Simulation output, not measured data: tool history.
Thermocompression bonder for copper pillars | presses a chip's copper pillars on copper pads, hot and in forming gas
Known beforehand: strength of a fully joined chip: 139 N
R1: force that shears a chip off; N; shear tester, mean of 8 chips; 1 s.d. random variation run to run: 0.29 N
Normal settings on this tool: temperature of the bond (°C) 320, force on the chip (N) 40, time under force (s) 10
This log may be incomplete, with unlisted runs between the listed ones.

run 1 day=0.000 | temperature_of_the_bond_(°C)=320 force_on_the_chip_(N)=40 time_under_force_(s)=10 | R1=50.5
run 2 day=0.342 | temperature_of_the_bond_(°C)=320 force_on_the_chip_(N)=40 time_under_force_(s)=10 | R1=50.9
run 3 day=1.029 | temperature_of_the_bond_(°C)=320 force_on_the_chip_(N)=40 time_under_force_(s)=10 | R1=50.9
run 4 day=1.550 | temperature_of_the_bond_(°C)=293 force_on_the_chip_(N)=40 time_under_force_(s)=10 | R1=33.2
run 5 day=2.212 | temperature_of_the_bond_(°C)=320 force_on_the_chip_(N)=40 time_under_force_(s)=10 | R1=50.6
run 6 day=2.800 | temperature_of_the_bond_(°C)=320 force_on_the_chip_(N)=40 time_under_force_(s)=5 | R1=38.0
run 7 day=3.404 | temperature_of_the_bond_(°C)=320 force_on_the_chip_(N)=40 time_under_force_(s)=10 | R1=50.4
-- day=3.600 force cell calibrated
run 8 day=3.825 | temperature_of_the_bond_(°C)=320 force_on_the_chip_(N)=40 time_under_force_(s)=10 | R1=49.2
run 9 day=4.262 | temperature_of_the_bond_(°C)=320 force_on_the_chip_(N)=40 time_under_force_(s)=10 | R1=49.0
run 10 day=4.783 | temperature_of_the_bond_(°C)=320 force_on_the_chip_(N)=40 time_under_force_(s)=10 | R1=48.4
run 11 day=5.408 | temperature_of_the_bond_(°C)=303 force_on_the_chip_(N)=40 time_under_force_(s)=10 | R1=37.8
run 12 day=5.750 | temperature_of_the_bond_(°C)=303 force_on_the_chip_(N)=40 time_under_force_(s)=10 | R1=38.1
run 13 day=6.388 | temperature_of_the_bond_(°C)=340 force_on_the_chip_(N)=40 time_under_force_(s)=10 | R1=62.6
run 14 day=6.958 | temperature_of_the_bond_(°C)=343 force_on_the_chip_(N)=40 time_under_force_(s)=10 | R1=65.4
run 15 day=7.300 | temperature_of_the_bond_(°C)=343 force_on_the_chip_(N)=40 time_under_force_(s)=10 | R1=65.4
run 16 day=7.979 | temperature_of_the_bond_(°C)=323 force_on_the_chip_(N)=40 time_under_force_(s)=10 | R1=51.0
-- day=8.100 forming gas filter changed
run 17 day=8.692 | temperature_of_the_bond_(°C)=323 force_on_the_chip_(N)=40 time_under_force_(s)=10 | R1=54.3
run 18 day=9.008 | temperature_of_the_bond_(°C)=320 force_on_the_chip_(N)=37 time_under_force_(s)=10 | R1=49.7
run 19 day=9.325 | temperature_of_the_bond_(°C)=320 force_on_the_chip_(N)=37 time_under_force_(s)=10 | R1=50.0
run 20 day=9.779 | temperature_of_the_bond_(°C)=320 force_on_the_chip_(N)=37 time_under_force_(s)=10 | R1=49.9
run 21 day=10.396 | temperature_of_the_bond_(°C)=320 force_on_the_chip_(N)=37 time_under_force_(s)=10 | R1=50.0
run 22 day=10.842 | temperature_of_the_bond_(°C)=337 force_on_the_chip_(N)=33 time_under_force_(s)=26 | R1=81.0
run 23 day=11.358 | temperature_of_the_bond_(°C)=347 force_on_the_chip_(N)=28 time_under_force_(s)=19 | R1=76.9
run 24 day=11.646 | temperature_of_the_bond_(°C)=316 force_on_the_chip_(N)=39 time_under_force_(s)=13 | R1=53.8
run 25 day=12.054 | temperature_of_the_bond_(°C)=316 force_on_the_chip_(N)=39 time_under_force_(s)=13 | R1=53.6
run 26 day=12.383 | temperature_of_the_bond_(°C)=314 force_on_the_chip_(N)=44 time_under_force_(s)=22 | R1=67.0
run 27 day=12.933 | temperature_of_the_bond_(°C)=314 force_on_the_chip_(N)=44 time_under_force_(s)=22 | R1=67.3
run 28 day=13.458 | temperature_of_the_bond_(°C)=314 force_on_the_chip_(N)=44 time_under_force_(s)=22 | R1=66.7
run 29 day=13.954 | temperature_of_the_bond_(°C)=314 force_on_the_chip_(N)=44 time_under_force_(s)=22 | R1=67.2
run 30 day=14.371 | temperature_of_the_bond_(°C)=314 force_on_the_chip_(N)=44 time_under_force_(s)=6 | R1=40.6
run 31 day=15.008 | temperature_of_the_bond_(°C)=344 force_on_the_chip_(N)=33 time_under_force_(s)=6 | R1=53.1
run 32 day=15.496 | temperature_of_the_bond_(°C)=344 force_on_the_chip_(N)=33 time_under_force_(s)=6 | R1=52.7
run 33 day=15.862 | temperature_of_the_bond_(°C)=294 force_on_the_chip_(N)=24 time_under_force_(s)=7 | R1=22.0
run 34 day=16.350 | temperature_of_the_bond_(°C)=294 force_on_the_chip_(N)=24 time_under_force_(s)=7 | R1=21.8
run 35 day=17.054 | temperature_of_the_bond_(°C)=293 force_on_the_chip_(N)=40 time_under_force_(s)=5 | R1=25.4
run 36 day=17.738 | temperature_of_the_bond_(°C)=293 force_on_the_chip_(N)=40 time_under_force_(s)=5 | R1=25.1
run 37 day=18.283 | temperature_of_the_bond_(°C)=322 force_on_the_chip_(N)=40 time_under_force_(s)=16 | R1=63.7
run 38 day=18.783 | temperature_of_the_bond_(°C)=346 force_on_the_chip_(N)=42 time_under_force_(s)=14 | R1=80.6
run 39 day=19.229 | temperature_of_the_bond_(°C)=346 force_on_the_chip_(N)=42 time_under_force_(s)=14 | R1=81.0
run 40 day=19.904 | temperature_of_the_bond_(°C)=320 force_on_the_chip_(N)=40 time_under_force_(s)=10 | R1=52.3
run 41 day=20.546 | temperature_of_the_bond_(°C)=320 force_on_the_chip_(N)=40 time_under_force_(s)=10 | R1=51.5

Alternative continuations, all from the tool just after run 41; predict every row:
run A day=21.046 | temperature_of_the_bond_(°C)=335 force_on_the_chip_(N)=53 time_under_force_(s)=10 | R1=?
run B day=21.046 | temperature_of_the_bond_(°C)=334 force_on_the_chip_(N)=40 time_under_force_(s)=10 | R1=?
run C day=21.046 | temperature_of_the_bond_(°C)=320 force_on_the_chip_(N)=51 time_under_force_(s)=18 | R1=?

run=A R1=71.6
run=B R1=62.0
run=C R1=71.4
Take away the tool's hidden state, keep each run's random variation, and the runs would have read:
run=A R1=72.4
run=B R1=62.5
run=C R1=72.1

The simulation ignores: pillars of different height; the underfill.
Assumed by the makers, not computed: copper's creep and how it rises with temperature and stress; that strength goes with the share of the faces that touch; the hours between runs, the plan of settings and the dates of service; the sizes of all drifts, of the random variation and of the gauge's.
